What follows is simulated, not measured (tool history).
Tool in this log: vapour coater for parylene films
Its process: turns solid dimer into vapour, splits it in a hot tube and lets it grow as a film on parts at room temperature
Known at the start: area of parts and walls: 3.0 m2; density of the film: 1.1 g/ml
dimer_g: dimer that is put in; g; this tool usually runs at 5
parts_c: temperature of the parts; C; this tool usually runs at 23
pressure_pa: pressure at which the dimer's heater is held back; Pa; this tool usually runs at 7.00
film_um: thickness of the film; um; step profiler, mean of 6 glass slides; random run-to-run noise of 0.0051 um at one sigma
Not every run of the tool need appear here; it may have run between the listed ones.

run,hour,dimer_g,parts_c,pressure_pa,film_um
1,0.0,5,23,7.00,0.839
2,9.6,5,23,7.00,0.826
3,21.5,5,23,7.00,0.823
4,31.8,5,23,7.00,0.824
5,41.8,5,23,7.00,0.819
6,53.1,5,23,7.00,0.821
7,69.1,5,23,7.00,0.816
8,76.5,5,23,7.00,0.813
9,91.4,5,23,7.00,0.816
10,101.1,5,23,7.00,0.812
11,108.5,2,21,2.58,0.393
12,121.8,5,23,7.00,0.811
# hour 133.3: trap's valve overhauled
13,140.5,5,23,7.00,0.937
14,154.0,5,23,7.00,0.940
15,162.2,5,24,6.48,0.897
16,173.8,3,29,5.35,0.421

Run 17 has not been measured yet. What should we expect?
17,187.3,2,17,3.68,?

film_um: 0.523 um
Had the tool carried no hidden state, the very same run would have given film_um 0.523 um.
